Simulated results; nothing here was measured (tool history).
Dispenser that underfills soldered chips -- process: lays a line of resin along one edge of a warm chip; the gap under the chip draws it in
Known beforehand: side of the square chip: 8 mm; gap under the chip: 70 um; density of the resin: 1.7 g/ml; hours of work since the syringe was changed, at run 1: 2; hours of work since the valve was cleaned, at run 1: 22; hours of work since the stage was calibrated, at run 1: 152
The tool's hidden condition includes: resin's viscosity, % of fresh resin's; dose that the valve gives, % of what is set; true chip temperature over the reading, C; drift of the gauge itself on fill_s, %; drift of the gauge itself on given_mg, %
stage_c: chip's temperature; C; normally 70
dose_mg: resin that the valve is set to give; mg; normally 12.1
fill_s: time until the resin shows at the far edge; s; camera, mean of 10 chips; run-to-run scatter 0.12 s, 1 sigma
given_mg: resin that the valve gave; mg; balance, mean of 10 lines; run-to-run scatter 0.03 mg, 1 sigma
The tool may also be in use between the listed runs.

| run | hour | stage_c | dose_mg | hours of work since the syringe was changed | hours of work since the valve was cleaned | hours of work since the stage was calibrated | fill_s | given_mg |
|---|---|---|---|---|---|---|---|---|
| 1 | 0.0 | 70 | 12.1 | 2 | 22 | 152 | 12.2 | 11.78 |
| 2 | 2.7 | 70 | 12.1 | 4 | 24 | 154 | 13.0 | 11.84 |
|  | 5.0 | new syringe of resin |
| 3 | 6.8 | 70 | 12.7 | 1 | 27 | 157 | 11.6 | 12.35 |
| 4 | 12.1 | 70 | 10.4 | 5 | 31 | 160 | 13.3 | 10.06 |
|  | 13.0 | new syringe of resin |
| 5 | 17.9 | 70 | 12.1 | 3 | 34 | 164 | 12.4 | 11.73 |
|  | 21.4 | new syringe of resin |
| 6 | 22.0 | 59 | 10.3 | 0 | 37 | 167 | 17.1 | 9.91 |
| 7 | 25.8 | 59 | 10.3 | 3 | 40 | 169 | 18.7 | 9.89 |
| 8 | 28.4 | 63 | 10.9 | 5 | 42 | 171 | 17.1 | 10.48 |

Run 9, settings as shown, results not yet in. Your forecast:
|  | 29.4 | new syringe of resin |
| 9 | 33.9 | 70 | 12.2 | 3 | 45 | 175 | ? | ? |

Run 9 gave fill_s 12.6 s, given_mg 11.67 mg.
Take away the tool's hidden state, keep the run-to-run variation as it was, and the same run would have given fill_s 11.7 s, given_mg 12.20 mg.

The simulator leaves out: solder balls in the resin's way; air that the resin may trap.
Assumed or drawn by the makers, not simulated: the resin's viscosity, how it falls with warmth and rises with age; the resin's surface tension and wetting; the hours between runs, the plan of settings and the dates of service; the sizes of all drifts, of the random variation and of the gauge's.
